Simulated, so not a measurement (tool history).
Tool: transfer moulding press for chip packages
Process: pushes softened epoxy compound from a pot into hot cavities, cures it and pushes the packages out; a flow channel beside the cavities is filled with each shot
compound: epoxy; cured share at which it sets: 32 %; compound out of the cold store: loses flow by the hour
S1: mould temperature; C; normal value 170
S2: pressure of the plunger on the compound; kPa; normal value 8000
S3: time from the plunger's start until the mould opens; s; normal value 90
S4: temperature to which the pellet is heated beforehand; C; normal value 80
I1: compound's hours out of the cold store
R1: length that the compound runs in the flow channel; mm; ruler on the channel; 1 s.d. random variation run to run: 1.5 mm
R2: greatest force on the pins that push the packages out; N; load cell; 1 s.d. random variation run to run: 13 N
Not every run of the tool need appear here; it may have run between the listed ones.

run 1 hour=0 | S1=170 S2=8000 S3=90 S4=80 | I1=20.7 | R1=849 R2=889
-- hour=14.1 cavities cleaned with cleaning compound and waxed
run 2 hour=32 | S1=170 S2=8000 S3=90 S4=80 | I1=20.7 | R1=847 R2=741
run 3 hour=56.3 | S1=170 S2=8000 S3=90 S4=80 | I1=9.7 | R1=893 R2=850
-- hour=76.2 cavities cleaned with cleaning compound and waxed
run 4 hour=76.9 | S1=170 S2=8000 S3=90 S4=88 | I1=37.7 | R1=770 R2=559
run 5 hour=95.1 | S1=170 S2=8000 S3=90 S4=88 | I1=28.1 | R1=807 R2=694
run 6 hour=121 | S1=170 S2=8000 S3=90 S4=88 | I1=26.7 | R1=809 R2=794
-- hour=128.5 plunger's sealing rings changed
-- hour=140.6 cavities cleaned with cleaning compound and waxed
run 7 hour=143.5 | S1=170 S2=8000 S3=90 S4=88 | I1=30 | R1=824 R2=587
run 8 hour=165.5 | S1=170 S2=8000 S3=82 S4=80 | I1=42.7 | R1=774 R2=860
run 9 hour=180.4 | S1=170 S2=8000 S3=82 S4=80 | I1=38.3 | R1=789 R2=919
-- hour=203.5 cavities cleaned with cleaning compound and waxed
run 10 hour=214.1 | S1=170 S2=8000 S3=90 S4=76 | I1=8.3 | R1=914 R2=703
run 11 hour=246.9 | S1=170 S2=8000 S3=90 S4=76 | I1=26.4 | R1=830 R2=829
run 12 hour=262 | S1=170 S2=8000 S3=90 S4=76 | I1=31.6 | R1=806 R2=859
-- hour=266.2 cavities cleaned with cleaning compound and waxed
run 13 hour=283.3 | S1=170 S2=8000 S3=90 S4=80 | I1=22.2 | R1=845 R2=695
run 14 hour=307.1 | S1=170 S2=8000 S3=90 S4=80 | I1=43.4 | R1=754 R2=755
-- hour=328.6 cavities cleaned with cleaning compound and waxed
run 15 hour=339.7 | S1=169 S2=8000 S3=90 S4=80 | I1=14.4 | R1=874 R2=728
run 16 hour=358.7 | S1=175 S2=8000 S3=80 S4=85 | I1=17.3 | R1=839 R2=663
run 17 hour=379.7 | S1=172 S2=8000 S3=122 S4=80 | I1=38.5 | R1=761 R2=546
-- hour=386 plunger's sealing rings changed
-- hour=392.4 cavities cleaned with cleaning compound and waxed
run 18 hour=415.1 | S1=175 S2=6080 S3=127 S4=79 | I1=32.7 | R1=696 R2=483
run 19 hour=445.3 | S1=175 S2=6080 S3=127 S4=79 | I1=47.4 | R1=644 R2=521
-- hour=454.7 cavities cleaned with cleaning compound and waxed
run 20 hour=474.2 | S1=175 S2=8670 S3=78 S4=81 | I1=12.5 | R1=915 R2=689
run 21 hour=500.8 | S1=175 S2=8670 S3=78 S4=81 | I1=27.8 | R1=843 R2=758
-- hour=516.7 cavities cleaned with cleaning compound and waxed
run 22 hour=530.7 | S1=169 S2=6030 S3=78 S4=81 | I1=38 | R1=678 R2=984
run 23 hour=561.3 | S1=170 S2=8230 S3=90 S4=75 | I1=11.9 | R1=898 R2=852
-- hour=578.5 cavities cleaned with cleaning compound and waxed
run 24 hour=585.6 | S1=170 S2=8230 S3=90 S4=75 | I1=15.1 | R1=883 R2=649
run 25 hour=608.8 | S1=170 S2=8000 S3=86 S4=80 | I1=14.7 | R1=866 R2=847
run 26 hour=623.6 | S1=170 S2=9350 S3=94 S4=80 | I1=20.1 | R1=907 R2=737
-- hour=640.3 cavities cleaned with cleaning compound and waxed
-- hour=644.4 plunger's sealing rings changed
run 27 hour=645.1 | S1=170 S2=9350 S3=94 S4=77 | I1=27.7 | R1=903 R2=538
run 28 hour=677 | S1=165 S2=8000 S3=75 S4=80 | I1=27.6 | R1=844 R2=1604
run 29 hour=700.7 | S1=163 S2=8000 S3=82 S4=80 | I1=29 | R1=844 R2=1728

Below, each run's measurement less what the same run would have read without the hidden state. Both values contain the same run-to-run variation, but the gauge's scatter may not be the same in both:
The hidden state here: true mould temperature over the reading, C; pressure that reaches the compound, % of what is set; grip of the stained cavities, % over clean ones'; drift of the gauge itself on flow_mm, %; drift of the gauge itself on push_out_n, %.
run=1 R1=-20 R2=+264
run=2 R1=-24 R2=+110
run=3 R1=-29 R2=+224
run=4 R1=-27 R2=+5
run=5 R1=-30 R2=+113
run=6 R1=-33 R2=+215
run=7 R1=-3 R2=+10
run=8 R1=-5 R2=+152
run=9 R1=-7 R2=+218
run=10 R1=-12 R2=+58
run=11 R1=-15 R2=+208
run=12 R1=-17 R2=+250
run=13 R1=-20 R2=+96
run=14 R1=-20 R2=+189
run=15 R1=-27 R2=+51
run=16 R1=-28 R2=+131
run=17 R1=-28 R2=+161
run=18 R1=-4 R2=+102
run=19 R1=-7 R2=+166
run=20 R1=-14 R2=+85
run=21 R1=-16 R2=+188
run=22 R1=-16 R2=+98
run=23 R1=-24 R2=+205
run=24 R1=-27 R2=+14
run=25 R1=-30 R2=+151
run=26 R1=-33 R2=+178
run=27 R1=-5 R2=-12
run=28 R1=-8 R2=+319
run=29 R1=-11 R2=+465
